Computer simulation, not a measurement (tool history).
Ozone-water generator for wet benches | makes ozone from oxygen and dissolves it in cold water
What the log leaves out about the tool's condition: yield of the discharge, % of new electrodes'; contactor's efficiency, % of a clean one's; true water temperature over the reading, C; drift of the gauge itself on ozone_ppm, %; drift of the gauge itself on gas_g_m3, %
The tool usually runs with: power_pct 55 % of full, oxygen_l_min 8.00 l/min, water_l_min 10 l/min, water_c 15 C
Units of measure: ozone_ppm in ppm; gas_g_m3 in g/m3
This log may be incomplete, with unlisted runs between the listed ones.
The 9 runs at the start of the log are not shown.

| run | hour | power_pct | oxygen_l_min | water_l_min | water_c | hours of work since the electrodes were changed | hours of work since the contactor was cleaned | hours of work since the thermometer was calibrated | ozone_ppm | gas_g_m3 |
|---|---|---|---|---|---|---|---|---|---|---|
| 10 | 238.2 | 59 | 8.00 | 10 | 15 | 1248 | 750 | 660 | 32.7 | 174.8 |
| 11 | 260.2 | 55 | 8.00 | 10 | 15 | 1267 | 769 | 678 | 30.3 | 166.6 |
| 12 | 293.6 | 55 | 8.00 | 10 | 11 | 1295 | 797 | 707 | 33.4 | 167.4 |
| 13 | 325.3 | 55 | 8.00 | 10 | 15 | 1322 | 824 | 734 | 30.6 | 167.2 |
| 14 | 349.1 | 55 | 8.00 | 10 | 15 | 1342 | 844 | 754 | 30.8 | 165.9 |
| 15 | 368.7 | 55 | 8.00 | 10 | 15 | 1359 | 861 | 770 | 30.5 | 165.5 |
| 16 | 397.3 | 48 | 8.00 | 10 | 15 | 1383 | 885 | 795 | 27.2 | 149.1 |
| 17 | 422.0 | 55 | 8.00 | 10 | 14 | 1404 | 906 | 815 | 30.9 | 165.0 |
| 18 | 448.4 | 55 | 6.08 | 12 | 11 | 1426 | 928 | 838 | 31.1 | 198.3 |
| 19 | 481.3 | 99 | 7.56 | 7 | 20 | 1454 | 956 | 866 | 51.8 | 268.2 |
| 20 | 512.7 | 84 | 4.18 | 7 | 23 | 1481 | 983 | 892 | 53.4 | 340.2 |
| 21 | 530.2 | 90 | 10.32 | 7 | 21 | 1496 | 998 | 907 | 41.4 | 203.4 |
| 22 | 552.5 | 71 | 6.93 | 8 | 15 | 1514 | 1016 | 926 | 44.0 | 218.5 |
| 23 | 569.7 | 41 | 8.00 | 8 | 10 | 1529 | 1031 | 940 | 31.1 | 131.9 |
| 24 | 606.3 | 51 | 8.75 | 9 | 15 | 1560 | 1062 | 971 | 29.2 | 148.2 |
| 25 | 643.5 | 55 | 8.00 | 13 | 13 | 1591 | 1093 | 1003 | 26.2 | 164.7 |
| 26 | 668.8 | 73 | 5.66 | 13 | 13 | 1613 | 1115 | 1024 | 34.9 | 252.6 |
| 27 | 701.2 | 73 | 8.37 | 13 | 16 | 1640 | 1142 | 1052 | 29.6 | 198.6 |
| 28 | 735.7 | 73 | 8.37 | 13 | 16 | 1669 | 1171 | 1081 | 29.3 | 194.8 |
| 29 | 751.8 | 75 | 8.00 | 10 | 15 | 1683 | 1185 | 1095 | 37.3 | 208.1 |
| 30 | 782.8 | 86 | 8.00 | 11 | 11 | 1709 | 1211 | 1121 | 42.6 | 229.3 |
| 31 | 812.8 | 86 | 8.00 | 11 | 11 | 1735 | 1237 | 1146 | 42.5 | 228.1 |
| 32 | 829.4 | 86 | 8.00 | 11 | 11 | 1749 | 1251 | 1160 | 42.4 | 229.8 |
| 33 | 854.1 | 86 | 8.00 | 11 | 11 | 1770 | 1272 | 1181 | 42.2 | 226.6 |
| 34 | 880.8 | 78 | 10.20 | 8 | 16 | 1792 | 1294 | 1204 | 39.4 | 180.6 |

Alternative continuations, all from the tool just after run 34; predict every row:
| A | 909.0 | 55 | 6.64 | 10 | 15 | 1816 | 1318 | 1228 | ? | ? |
| B | 909.0 | 60 | 10.20 | 8 | 16 | 1816 | 1318 | 1228 | ? | ? |
| C | 909.0 | 97 | 10.20 | 8 | 16 | 1816 | 1318 | 1228 | ? | ? |

| run | ozone_ppm | gas_g_m3 |
|---|---|---|
| A | 31.7 | 185.0 |
| B | 32.2 | 151.5 |
| C | 45.7 | 212.9 |
Without the tool's hidden state the same runs would have given:
| run | ozone_ppm | gas_g_m3 |
|---|---|---|
| A | 34.6 | 197.5 |
| B | 35.3 | 162.6 |
| C | 51.6 | 235.2 |
